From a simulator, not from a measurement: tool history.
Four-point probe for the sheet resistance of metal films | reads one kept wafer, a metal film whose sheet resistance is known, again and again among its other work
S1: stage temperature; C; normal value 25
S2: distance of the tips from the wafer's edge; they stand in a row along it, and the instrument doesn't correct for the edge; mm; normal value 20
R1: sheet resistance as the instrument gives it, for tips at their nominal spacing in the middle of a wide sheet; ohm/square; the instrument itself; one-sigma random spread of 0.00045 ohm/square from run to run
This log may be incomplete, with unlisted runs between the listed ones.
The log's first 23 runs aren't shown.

run,hour,S1,S2,R1
24,575.8,26,48,2.265143
25,595.7,28,5,2.288478
26,621.2,28,10,2.273533
27,655.3,25,12,2.266544
28,669.6,33,9,2.284058
29,701.6,23,3,2.312130
30,717.0,19,29,2.252712
31,738.6,23,74,2.260314
32,767.4,23,74,2.260434
33,791.6,29,7,2.281174
34,821.3,29,7,2.280632
35,835.6,23,5,2.279272
36,868.0,31,8,2.281896
37,897.0,31,8,2.281498
38,926.5,29,13,2.274121
39,949.0,29,13,2.273096

Run 40 is up next; what results do you expect?
40,979.5,25,24,?

R1: 2.264486 ohm/square
Had the tool carried no hidden state, the very same run would have given R1 2.264912 ohm/square.
